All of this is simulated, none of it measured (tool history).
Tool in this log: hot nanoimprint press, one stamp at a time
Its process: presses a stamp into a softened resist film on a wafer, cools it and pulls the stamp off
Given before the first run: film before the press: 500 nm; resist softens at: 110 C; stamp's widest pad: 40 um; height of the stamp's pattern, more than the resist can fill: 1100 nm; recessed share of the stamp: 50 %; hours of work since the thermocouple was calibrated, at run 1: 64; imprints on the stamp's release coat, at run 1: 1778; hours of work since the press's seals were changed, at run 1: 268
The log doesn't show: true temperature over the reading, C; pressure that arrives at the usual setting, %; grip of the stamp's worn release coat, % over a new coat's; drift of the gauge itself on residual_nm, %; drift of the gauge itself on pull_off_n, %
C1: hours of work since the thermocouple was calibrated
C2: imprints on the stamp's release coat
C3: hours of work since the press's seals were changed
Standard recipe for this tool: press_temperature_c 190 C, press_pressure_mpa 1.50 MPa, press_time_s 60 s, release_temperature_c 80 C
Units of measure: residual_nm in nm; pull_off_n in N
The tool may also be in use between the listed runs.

{"run": 1, "day": 0.0, "press_temperature_c": 190, "press_pressure_mpa": 1.5, "press_time_s": 60, "release_temperature_c": 80, "C1": 64, "C2": 1778, "C3": 268, "residual_nm": 234.6, "pull_off_n": 223}
{"run": 2, "day": 0.321, "press_temperature_c": 190, "press_pressure_mpa": 1.5, "press_time_s": 60, "release_temperature_c": 80, "C1": 69, "C2": 1813, "C3": 272, "residual_nm": 235.1, "pull_off_n": 223}
{"run": 3, "day": 0.762, "press_temperature_c": 190, "press_pressure_mpa": 1.5, "press_time_s": 60, "release_temperature_c": 80, "C1": 76, "C2": 1860, "C3": 279, "residual_nm": 234.9, "pull_off_n": 224}
{"run": 4, "day": 0.996, "press_temperature_c": 190, "press_pressure_mpa": 1.5, "press_time_s": 60, "release_temperature_c": 80, "C1": 79, "C2": 1885, "C3": 283, "residual_nm": 235.2, "pull_off_n": 230}
{"run": 5, "day": 1.246, "press_temperature_c": 190, "press_pressure_mpa": 1.5, "press_time_s": 105, "release_temperature_c": 80, "C1": 83, "C2": 1912, "C3": 286, "residual_nm": 194.9, "pull_off_n": 231}
{"run": 6, "day": 1.662, "press_temperature_c": 190, "press_pressure_mpa": 1.5, "press_time_s": 105, "release_temperature_c": 80, "C1": 89, "C2": 1957, "C3": 293, "residual_nm": 195.4, "pull_off_n": 221}
{"run": 7, "day": 1.958, "press_temperature_c": 190, "press_pressure_mpa": 1.5, "press_time_s": 105, "release_temperature_c": 80, "C1": 94, "C2": 1989, "C3": 297, "residual_nm": 194.0, "pull_off_n": 231}
{"run": 8, "day": 2.196, "press_temperature_c": 190, "press_pressure_mpa": 1.5, "press_time_s": 105, "release_temperature_c": 80, "C1": 98, "C2": 2015, "C3": 301, "residual_nm": 194.7, "pull_off_n": 235}
{"run": 9, "day": 2.6, "press_temperature_c": 190, "press_pressure_mpa": 1.5, "press_time_s": 105, "release_temperature_c": 80, "C1": 104, "C2": 2058, "C3": 307, "residual_nm": 195.5, "pull_off_n": 241}
{"run": 10, "day": 2.933, "press_temperature_c": 190, "press_pressure_mpa": 1.5, "press_time_s": 35, "release_temperature_c": 80, "C1": 109, "C2": 2094, "C3": 312, "residual_nm": 274.9, "pull_off_n": 228}
{"run": 11, "day": 3.417, "press_temperature_c": 190, "press_pressure_mpa": 1.5, "press_time_s": 35, "release_temperature_c": 80, "C1": 116, "C2": 2147, "C3": 319, "residual_nm": 276.8, "pull_off_n": 232}
{"run": 12, "day": 3.817, "press_temperature_c": 190, "press_pressure_mpa": 1.5, "press_time_s": 35, "release_temperature_c": 80, "C1": 122, "C2": 2189, "C3": 325, "residual_nm": 274.9, "pull_off_n": 244}
{"run": 13, "day": 4.192, "press_temperature_c": 190, "press_pressure_mpa": 1.5, "press_time_s": 35, "release_temperature_c": 80, "C1": 128, "C2": 2230, "C3": 331, "residual_nm": 277.2, "pull_off_n": 238}
{"run": 14, "day": 4.592, "press_temperature_c": 190, "press_pressure_mpa": 1.5, "press_time_s": 35, "release_temperature_c": 80, "C1": 134, "C2": 2273, "C3": 337, "residual_nm": 275.3, "pull_off_n": 239}
{"run": 15, "day": 5.012, "press_temperature_c": 190, "press_pressure_mpa": 1.5, "press_time_s": 35, "release_temperature_c": 80, "C1": 140, "C2": 2319, "C3": 343, "residual_nm": 275.1, "pull_off_n": 240}
{"run": 16, "day": 5.421, "press_temperature_c": 190, "press_pressure_mpa": 1.7, "press_time_s": 38, "release_temperature_c": 78, "C1": 146, "C2": 2362, "C3": 350, "residual_nm": 251.4, "pull_off_n": 246}
{"day": 5.988, "done": "stamp cleaned and given a new release coat"}
{"run": 17, "day": 5.988, "press_temperature_c": 190, "press_pressure_mpa": 1.7, "press_time_s": 38, "release_temperature_c": 80, "C1": 151, "C2": 0, "C3": 354, "residual_nm": 252.8, "pull_off_n": 166}
{"run": 18, "day": 6.242, "press_temperature_c": 194, "press_pressure_mpa": 1.13, "press_time_s": 60, "release_temperature_c": 80, "C1": 155, "C2": 27, "C3": 358, "residual_nm": 238.5, "pull_off_n": 169}
{"run": 19, "day": 6.646, "press_temperature_c": 190, "press_pressure_mpa": 0.95, "press_time_s": 31, "release_temperature_c": 80, "C1": 161, "C2": 71, "C3": 364, "residual_nm": 349.9, "pull_off_n": 165}
{"run": 20, "day": 7.088, "press_temperature_c": 179, "press_pressure_mpa": 0.98, "press_time_s": 41, "release_temperature_c": 80, "C1": 168, "C2": 118, "C3": 371, "residual_nm": 415.7, "pull_off_n": 167}
{"run": 21, "day": 7.546, "press_temperature_c": 194, "press_pressure_mpa": 1.31, "press_time_s": 34, "release_temperature_c": 75, "C1": 175, "C2": 167, "C3": 378, "residual_nm": 262.5, "pull_off_n": 175}
{"run": 22, "day": 7.938, "press_temperature_c": 194, "press_pressure_mpa": 1.31, "press_time_s": 34, "release_temperature_c": 75, "C1": 181, "C2": 210, "C3": 384, "residual_nm": 264.4, "pull_off_n": 181}
{"run": 23, "day": 8.429, "press_temperature_c": 194, "press_pressure_mpa": 1.31, "press_time_s": 34, "release_temperature_c": 75, "C1": 188, "C2": 263, "C3": 391, "residual_nm": 262.8, "pull_off_n": 176}
{"run": 24, "day": 8.796, "press_temperature_c": 185, "press_pressure_mpa": 1.32, "press_time_s": 60, "release_temperature_c": 65, "C1": 194, "C2": 302, "C3": 397, "residual_nm": 293.5, "pull_off_n": 193}
{"run": 25, "day": 9.258, "press_temperature_c": 199, "press_pressure_mpa": 1.03, "press_time_s": 36, "release_temperature_c": 80, "C1": 201, "C2": 352, "C3": 404, "residual_nm": 253.2, "pull_off_n": 174}
{"run": 26, "day": 9.517, "press_temperature_c": 199, "press_pressure_mpa": 1.03, "press_time_s": 36, "release_temperature_c": 80, "C1": 205, "C2": 380, "C3": 408, "residual_nm": 253.0, "pull_off_n": 175}
{"run": 27, "day": 9.904, "press_temperature_c": 199, "press_pressure_mpa": 1.03, "press_time_s": 36, "release_temperature_c": 80, "C1": 210, "C2": 422, "C3": 414, "residual_nm": 252.8, "pull_off_n": 179}
{"run": 28, "day": 10.392, "press_temperature_c": 190, "press_pressure_mpa": 1.04, "press_time_s": 39, "release_temperature_c": 87, "C1": 218, "C2": 474, "C3": 421, "residual_nm": 318.8, "pull_off_n": 175}
{"run": 29, "day": 10.667, "press_temperature_c": 196, "press_pressure_mpa": 2.1, "press_time_s": 33, "release_temperature_c": 66, "C1": 222, "C2": 504, "C3": 425, "residual_nm": 192.3, "pull_off_n": 195}

Describe how what the log doesn't record of the tool's condition differs between the last listed run preceding each entry between runs and the first listed run following it.
In the gap between runs 16 and 17: stamp cleaned and given a new release coat (day 5.988)
  true temperature over the reading, C: 0.47 -> 0.48; pressure that arrives at the usual setting, %: 97.22 -> 97.19; grip of the stamp's worn release coat, % over a new coat's: 47.4 -> 0
  measured less the result without the state, residual_nm: +0.6 -> +0.5 nm; pull_off_n: +78 -> +0 N

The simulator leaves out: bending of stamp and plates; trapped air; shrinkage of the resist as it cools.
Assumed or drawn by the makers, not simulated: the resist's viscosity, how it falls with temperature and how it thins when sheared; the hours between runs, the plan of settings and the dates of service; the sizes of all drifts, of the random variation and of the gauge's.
